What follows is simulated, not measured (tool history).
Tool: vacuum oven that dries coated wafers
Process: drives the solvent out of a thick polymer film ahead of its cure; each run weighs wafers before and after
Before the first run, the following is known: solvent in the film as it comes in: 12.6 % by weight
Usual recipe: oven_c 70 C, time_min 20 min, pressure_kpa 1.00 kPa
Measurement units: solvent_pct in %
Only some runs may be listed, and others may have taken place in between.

run     day  oven_c  time_min  pressure_kpa  solvent_pct
  1   0.000      70        20          1.00         1.73
  2   0.462      70        20          1.00         1.85
  3   0.800      70        20          1.00         1.80
  4   1.450      70        32          1.00         0.75
  5   1.929      70        32          1.00         0.82
  6   2.688      70        32          1.00         0.80
  7   3.350      70        32          1.00         0.71
  8   4.038      70        25          1.00         1.35
  9   4.529      70        25          1.00         1.25
 10   5.238      64        20          1.00         3.49
 11   5.679      58        29          1.27         4.46
 12   6.342      58        29          1.27         4.39
 13   7.008      62        14          0.78         5.35
 14   7.438      81        18          2.67         0.75
 15   8.154      65        24          2.67         3.19
 16   8.875      66        22          1.58         2.74
 17   9.658      66        22          1.58         2.68
 18  10.242      72        22          1.58         1.27

For run 19, what comes out?
 19  10.975      65        27          1.39            ?

{"run 19": {"solvent_pct": 2.4}}
Without the tool's hidden state the same run would have given solvent_pct 2.43 %.

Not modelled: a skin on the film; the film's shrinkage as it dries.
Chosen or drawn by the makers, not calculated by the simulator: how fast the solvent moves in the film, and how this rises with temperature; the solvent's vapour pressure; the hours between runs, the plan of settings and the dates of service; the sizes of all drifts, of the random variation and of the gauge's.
